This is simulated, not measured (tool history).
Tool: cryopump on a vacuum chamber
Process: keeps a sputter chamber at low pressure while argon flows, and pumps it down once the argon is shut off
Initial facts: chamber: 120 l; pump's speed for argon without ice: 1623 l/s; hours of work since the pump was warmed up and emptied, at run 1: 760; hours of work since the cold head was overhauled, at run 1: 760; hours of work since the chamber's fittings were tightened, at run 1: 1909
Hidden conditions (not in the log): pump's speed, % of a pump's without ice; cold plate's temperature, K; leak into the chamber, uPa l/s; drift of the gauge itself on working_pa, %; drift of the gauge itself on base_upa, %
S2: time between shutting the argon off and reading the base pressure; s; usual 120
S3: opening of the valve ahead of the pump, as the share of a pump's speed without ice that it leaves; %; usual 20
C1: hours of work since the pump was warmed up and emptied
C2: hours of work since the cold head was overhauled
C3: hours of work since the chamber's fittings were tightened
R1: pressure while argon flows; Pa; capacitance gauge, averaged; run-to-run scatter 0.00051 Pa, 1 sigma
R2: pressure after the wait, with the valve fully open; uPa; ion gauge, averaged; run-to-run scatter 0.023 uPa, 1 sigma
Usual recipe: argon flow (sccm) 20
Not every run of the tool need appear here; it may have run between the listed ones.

run 1 hour=0.0 | argon_flow_(sccm)=20 S2=120 S3=20 | C1=760 C2=760 C3=1909 | R1=0.1089 R2=1.89
run 2 hour=116.1 | argon_flow_(sccm)=20 S2=120 S3=20 | C1=858 C2=858 C3=2008 | R1=0.1086 R2=1.96
run 3 hour=207.8 | argon_flow_(sccm)=20 S2=120 S3=20 | C1=935 C2=935 C3=2085 | R1=0.1089 R2=1.95
run 4 hour=308.7 | argon_flow_(sccm)=20 S2=120 S3=20 | C1=1021 C2=1021 C3=2171 | R1=0.1091 R2=2.04
-- hour=361.7 pump warmed up, emptied and cooled again
run 5 hour=410.7 | argon_flow_(sccm)=20 S2=120 S3=20 | C1=41 C2=1103 C3=2253 | R1=0.1052 R2=1.91
run 6 hour=529.9 | argon_flow_(sccm)=20 S2=120 S3=20 | C1=142 C2=1204 C3=2354 | R1=0.1051 R2=1.93
run 7 hour=632.0 | argon_flow_(sccm)=20 S2=120 S3=38 | C1=229 C2=1290 C3=2440 | R1=0.0561 R2=2.05
run 8 hour=719.6 | argon_flow_(sccm)=20 S2=120 S3=38 | C1=303 C2=1364 C3=2514 | R1=0.0559 R2=2.04
run 9 hour=774.8 | argon_flow_(sccm)=20 S2=72 S3=20 | C1=350 C2=1411 C3=2561 | R1=0.1064 R2=2.55
run 10 hour=842.7 | argon_flow_(sccm)=20 S2=72 S3=20 | C1=407 C2=1468 C3=2618 | R1=0.1065 R2=2.64
run 11 hour=904.7 | argon_flow_(sccm)=20 S2=72 S3=20 | C1=459 C2=1521 C3=2671 | R1=0.1058 R2=2.57
run 12 hour=976.6 | argon_flow_(sccm)=20 S2=120 S3=20 | C1=520 C2=1582 C3=2732 | R1=0.1070 R2=2.33
run 13 hour=1065.2 | argon_flow_(sccm)=20 S2=120 S3=20 | C1=595 C2=1657 C3=2807 | R1=0.1078 R2=2.32
run 14 hour=1184.0 | argon_flow_(sccm)=20 S2=120 S3=20 | C1=696 C2=1757 C3=2907 | R1=0.1085 R2=2.46
run 15 hour=1279.7 | argon_flow_(sccm)=20 S2=120 S3=20 | C1=777 C2=1838 C3=2988 | R1=0.1076 R2=2.51
run 16 hour=1361.4 | argon_flow_(sccm)=21 S2=268 S3=16 | C1=846 C2=1907 C3=3057 | R1=0.1422 R2=2.31
-- hour=1450.6 leaking fittings of the chamber tightened, without venting
run 17 hour=1471.6 | argon_flow_(sccm)=21 S2=25 S3=21 | C1=937 C2=1999 C3=18 | R1=0.1094 R2=2.93
run 18 hour=1553.4 | argon_flow_(sccm)=37 S2=195 S3=16 | C1=1007 C2=2068 C3=87 | R1=0.2517 R2=0.66
-- hour=1625.5 pump warmed up, emptied and cooled again
run 19 hour=1667.8 | argon_flow_(sccm)=37 S2=195 S3=16 | C1=36 C2=2161 C3=180 | R1=0.2429 R2=0.65
run 20 hour=1783.3 | argon_flow_(sccm)=30 S2=194 S3=30 | C1=134 C2=2258 C3=277 | R1=0.1059 R2=0.72
run 21 hour=1863.2 | argon_flow_(sccm)=20 S2=139 S3=17 | C1=201 C2=2326 C3=345 | R1=0.1234 R2=0.89
run 22 hour=1983.3 | argon_flow_(sccm)=20 S2=139 S3=17 | C1=303 C2=2428 C3=447 | R1=0.1249 R2=0.94
run 23 hour=2035.4 | argon_flow_(sccm)=20 S2=47 S3=17 | C1=347 C2=2472 C3=491 | R1=0.1242 R2=1.92
run 24 hour=2129.5 | argon_flow_(sccm)=24 S2=59 S3=20 | C1=426 C2=2551 C3=570 | R1=0.1272 R2=1.69
run 25 hour=2213.7 | argon_flow_(sccm)=14 S2=38 S3=20 | C1=498 C2=2623 C3=642 | R1=0.0746 R2=2.29
run 26 hour=2312.1 | argon_flow_(sccm)=36 S2=38 S3=20 | C1=581 C2=2706 C3=725 | R1=0.1925 R2=2.45
run 27 hour=2434.8 | argon_flow_(sccm)=36 S2=38 S3=20 | C1=685 C2=2810 C3=829 | R1=0.1937 R2=2.51
run 28 hour=2533.5 | argon_flow_(sccm)=36 S2=38 S3=20 | C1=768 C2=2893 C3=912 | R1=0.1948 R2=2.61
run 29 hour=2616.4 | argon_flow_(sccm)=36 S2=38 S3=20 | C1=839 C2=2963 C3=982 | R1=0.1952 R2=2.53

Below, some changes in R1 between adjacent runs. For each, the amount present without the hidden state too (settings, incoming material, random variation) and the amount remaining for the hidden state with gauge scatter not shared by both compared results:
Run 17 -> 18: argon flow (sccm) 21 -> 37, S2 25 -> 195, S3 21 -> 16. R1 +0.1423 Pa: hidden state +0.0051, all else +0.1372.
Run 18 -> 19: pump warmed up, emptied and cooled again. R1 -0.0088 Pa: hidden state -0.0096, all else +0.0008.
Run 19 -> 20: argon flow (sccm) 37 -> 30, S2 195 -> 194, S3 16 -> 30. R1 -0.1370 Pa: hidden state +0.0004, all else -0.1374.
